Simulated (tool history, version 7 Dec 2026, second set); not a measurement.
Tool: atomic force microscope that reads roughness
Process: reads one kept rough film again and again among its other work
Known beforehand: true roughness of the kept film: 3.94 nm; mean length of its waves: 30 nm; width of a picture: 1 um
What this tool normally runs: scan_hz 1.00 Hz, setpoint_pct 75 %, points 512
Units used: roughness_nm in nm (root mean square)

{"run": 1, "day": 0.0, "scan_hz": 1.0, "setpoint_pct": 75, "points": 512, "roughness_nm": 3.279}
{"run": 2, "day": 0.5, "scan_hz": 0.86, "setpoint_pct": 75, "points": 512, "roughness_nm": 3.249}
{"run": 3, "day": 1.271, "scan_hz": 0.86, "setpoint_pct": 75, "points": 512, "roughness_nm": 3.221}
{"run": 4, "day": 1.808, "scan_hz": 0.86, "setpoint_pct": 61, "points": 512, "roughness_nm": 3.315}
{"run": 5, "day": 2.438, "scan_hz": 0.86, "setpoint_pct": 61, "points": 512, "roughness_nm": 3.316}
{"day": 2.533, "done": "height scale calibrated on a step standard"}
{"run": 6, "day": 3.171, "scan_hz": 0.86, "setpoint_pct": 61, "points": 512, "roughness_nm": 3.239}
{"run": 7, "day": 3.746, "scan_hz": 0.86, "setpoint_pct": 61, "points": 512, "roughness_nm": 3.256}
{"day": 4.008, "done": "height scale calibrated on a step standard, once more"}
{"run": 8, "day": 4.558, "scan_hz": 0.93, "setpoint_pct": 75, "points": 512, "roughness_nm": 3.117}
{"run": 9, "day": 5.258, "scan_hz": 0.93, "setpoint_pct": 75, "points": 512, "roughness_nm": 3.087}
{"run": 10, "day": 5.779, "scan_hz": 2.28, "setpoint_pct": 69, "points": 533, "roughness_nm": 2.92}
{"run": 11, "day": 6.196, "scan_hz": 2.28, "setpoint_pct": 72, "points": 612, "roughness_nm": 2.851}
{"run": 12, "day": 6.838, "scan_hz": 2.28, "setpoint_pct": 78, "points": 612, "roughness_nm": 2.698}
{"run": 13, "day": 7.592, "scan_hz": 2.28, "setpoint_pct": 86, "points": 591, "roughness_nm": 2.495}
{"run": 14, "day": 8.029, "scan_hz": 2.28, "setpoint_pct": 90, "points": 692, "roughness_nm": 2.394}
{"run": 15, "day": 8.538, "scan_hz": 2.28, "setpoint_pct": 90, "points": 692, "roughness_nm": 2.351}

Branching from run 15: 4 alternative next runs. What would each branch give?
{"run": "A", "day": 8.975, "scan_hz": 1.0, "setpoint_pct": 73, "points": 518, "roughness_nm": "?"}
{"run": "B", "day": 8.975, "scan_hz": 1.0, "setpoint_pct": 60, "points": 512, "roughness_nm": "?"}
{"run": "C", "day": 8.975, "scan_hz": 2.32, "setpoint_pct": 90, "points": 692, "roughness_nm": "?"}
{"run": "D", "day": 8.975, "scan_hz": 1.0, "setpoint_pct": 75, "points": 753, "roughness_nm": "?"}

run=A roughness_nm=2.928
run=B roughness_nm=3.048
run=C roughness_nm=2.361
run=D roughness_nm=2.927
Stripped of hidden state, with their random variation kept, the same runs would have yielded:
run=A roughness_nm=3.277
run=B roughness_nm=3.412
run=C roughness_nm=2.643
run=D roughness_nm=3.277
